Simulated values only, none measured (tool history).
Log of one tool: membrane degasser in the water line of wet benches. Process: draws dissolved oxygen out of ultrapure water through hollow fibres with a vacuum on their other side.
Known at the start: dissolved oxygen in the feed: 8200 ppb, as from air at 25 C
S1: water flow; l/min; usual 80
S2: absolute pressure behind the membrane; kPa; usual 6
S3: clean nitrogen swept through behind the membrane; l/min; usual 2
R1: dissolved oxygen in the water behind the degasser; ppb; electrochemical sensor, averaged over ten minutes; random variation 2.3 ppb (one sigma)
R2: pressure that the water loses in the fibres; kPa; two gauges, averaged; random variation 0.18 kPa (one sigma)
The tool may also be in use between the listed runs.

| run | hour | S1 | S2 | S3 | R1 | R2 |
|---|---|---|---|---|---|---|
| 1 | 0 | 80 | 6 | 2 | 237 | 30.35 |
| 2 | 45.5 | 80 | 6 | 2 | 243.1 | 30.28 |
| 3 | 77 | 79 | 6 | 2 | 237.7 | 30.16 |
| 4 | 110.1 | 79 | 6 | 2 | 235.8 | 29.99 |
| 5 | 165.2 | 79 | 6 | 2 | 239.6 | 29.97 |
| 6 | 234.6 | 80 | 10.88 | 2 | 606.6 | 30.68 |
| 7 | 296 | 80 | 10.88 | 2 | 603.6 | 30.26 |
| 8 | 352.8 | 80 | 6 | 1.44 | 304.7 | 30.45 |
| 9 | 398 | 80 | 6 | 1.44 | 305.6 | 30.62 |
| 10 | 460.3 | 80 | 6 | 1.44 | 306.8 | 30.18 |
| 11 | 489.3 | 80 | 6 | 2 | 239.7 | 30.42 |
| 12 | 533.4 | 54 | 6 | 2 | 168.6 | 20.44 |
| 13 | 601.7 | 80 | 6 | 2 | 241 | 30.36 |
| 14 | 632.6 | 80 | 6 | 2 | 244 | 30.75 |
|  | 678.8 | vacuum gauge calibrated |
| 15 | 682 | 80 | 6 | 2 | 233.2 | 30.55 |
|  | 689.5 | seals of the vacuum lines changed |
| 16 | 719.4 | 80 | 6 | 2 | 233.4 | 30.49 |
| 17 | 789.3 | 80 | 6 | 2 | 229.2 | 30.63 |
| 18 | 849.6 | 75 | 6 | 2.42 | 188.2 | 28.74 |
| 19 | 906.8 | 75 | 6 | 2.42 | 187.8 | 28.81 |
| 20 | 935.3 | 88 | 5.85 | 2.38 | 210.3 | 33.5 |
| 21 | 1004.3 | 120 | 5.85 | 2.2 | 306 | 45.73 |
| 22 | 1073.4 | 118 | 4.45 | 2.75 | 147.7 | 45.42 |
| 23 | 1107 | 126 | 7.53 | 2.75 | 417.3 | 48.47 |
| 24 | 1162 | 54 | 6.79 | 1.31 | 289 | 20.51 |
| 25 | 1231.7 | 54 | 6.79 | 1.31 | 295.3 | 20.64 |
| 26 | 1298.3 | 87 | 6.79 | 1.14 | 466.5 | 33.36 |
| 27 | 1368.1 | 87 | 7.8 | 4.36 | 219.5 | 33.47 |
| 28 | 1399.3 | 87 | 10.02 | 1.11 | 847.8 | 33.42 |
| 29 | 1463.8 | 80 | 4.24 | 3.63 | 64.9 | 30.4 |
| 30 | 1499.5 | 80 | 6 | 4.82 | 121 | 30.36 |
| 31 | 1555.8 | 80 | 7.39 | 2 | 336.4 | 30.56 |

Forecast each of these 5 alternatives for the next run:
| A | 1613 | 103 | 6.36 | 2 | ? | ? |
| B | 1613 | 99 | 6 | 2 | ? | ? |
| C | 1613 | 56 | 6 | 2 | ? | ? |
| D | 1613 | 80 | 5.73 | 2 | ? | ? |
| E | 1613 | 80 | 7.39 | 1.33 | ? | ? |

| run | R1 | R2 |
|---|---|---|
| A | 335.5 | 39.54 |
| B | 285.3 | 37.86 |
| C | 171.3 | 21.28 |
| D | 213.1 | 30.48 |
| E | 460.1 | 30.55 |
Without the tool's hidden state the same runs would have given:
| run | R1 | R2 |
|---|---|---|
| A | 329.8 | 38.74 |
| B | 280.1 | 37.09 |
| C | 169.1 | 20.85 |
| D | 209.4 | 29.86 |
| E | 455.8 | 29.93 |
